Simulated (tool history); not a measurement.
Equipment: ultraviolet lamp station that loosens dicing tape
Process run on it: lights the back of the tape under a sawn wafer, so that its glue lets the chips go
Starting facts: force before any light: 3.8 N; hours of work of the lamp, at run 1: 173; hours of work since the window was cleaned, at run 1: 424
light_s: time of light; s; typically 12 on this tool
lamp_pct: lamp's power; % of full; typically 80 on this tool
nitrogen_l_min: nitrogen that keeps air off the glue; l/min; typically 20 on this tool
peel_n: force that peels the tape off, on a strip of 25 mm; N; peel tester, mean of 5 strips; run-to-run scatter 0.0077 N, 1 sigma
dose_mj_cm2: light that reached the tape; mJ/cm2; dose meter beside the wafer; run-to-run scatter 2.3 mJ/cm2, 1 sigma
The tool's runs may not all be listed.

run   hour  light_s  lamp_pct  nitrogen_l_min  hours of work of the lamp  hours of work since the window was cleaned  peel_n  dose_mj_cm2
  1    0.0       12        80              20                        173                                         424   0.352          199
  2   17.5       12        80              20                        186                                         437   0.354          199
  3   34.8       12        80              20                        199                                         449   0.343          195
  4   47.5       12        80              20                        208                                         459   0.351          197
  5   66.9       12        80              20                        222                                         473   0.343          194
  6   86.0       12        80              20                        237                                         487   0.356          189
  7  103.6       12        61              20                        249                                         500   0.549          147
  8  118.7       15        80              20                        261                                         511   0.277          241
  9  134.1       12        80              20                        272                                         522   0.361          187
 10  142.9       12        80              20                        278                                         529   0.367          189
     157.2  -- window cleaned of glue's vapour
 11  161.2       12        83              20                        291                                           3   0.304          216
 12  174.5       12        83              20                        301                                          13   0.305          220
 13  193.7       12        83              19                        315                                          27   0.302          215
 14  203.8       12        83              19                        323                                          34   0.325          216
 15  219.5       12        83              19                        334                                          46   0.313          212
 16  235.9       12        83              19                        346                                          58   0.296          213
 17  255.2       13        83              19                        361                                          72   0.274          224
 18  264.2       13        83              19                        367                                          79   0.288          227
 19  272.4       13        83              19                        373                                          85   0.286          231
 20  287.7       13        83              19                        384                                          96   0.300          229
 21  298.0       13        83              19                        392                                         103   0.286          229
 22  312.9       13        83              19                        403                                         114   0.291          230
 23  330.6       12        81              39                        416                                         127   0.296          204
 24  338.8       12        81              39                        422                                         133   0.265          201
 25  351.4       10        76              17                        431                                         143   0.521          157
 26  360.8       10        73               9                        438                                         150   0.704          148
 27  374.5       12        77              20                        448                                         160   0.388          194
 28  389.9       15        77              26                        460                                         171   0.251          235
 29  405.7       12        96              20                        471                                         183   0.273          233
 30  420.5        7        91              11                        482                                         194   0.766          132
 31  435.7       12        63               6                        493                                         205   0.797          153

What will run 32 give?
 32  452.4        7        80              20                        505                                         217       ?            ?

{"run 32": {"peel_n": 0.832, "dose_mj_cm2": 110}}
If the tool had no hidden condition, the same run with the same run-to-run variation would have returned peel_n 0.673 N, dose_mj_cm2 128 mJ/cm2.

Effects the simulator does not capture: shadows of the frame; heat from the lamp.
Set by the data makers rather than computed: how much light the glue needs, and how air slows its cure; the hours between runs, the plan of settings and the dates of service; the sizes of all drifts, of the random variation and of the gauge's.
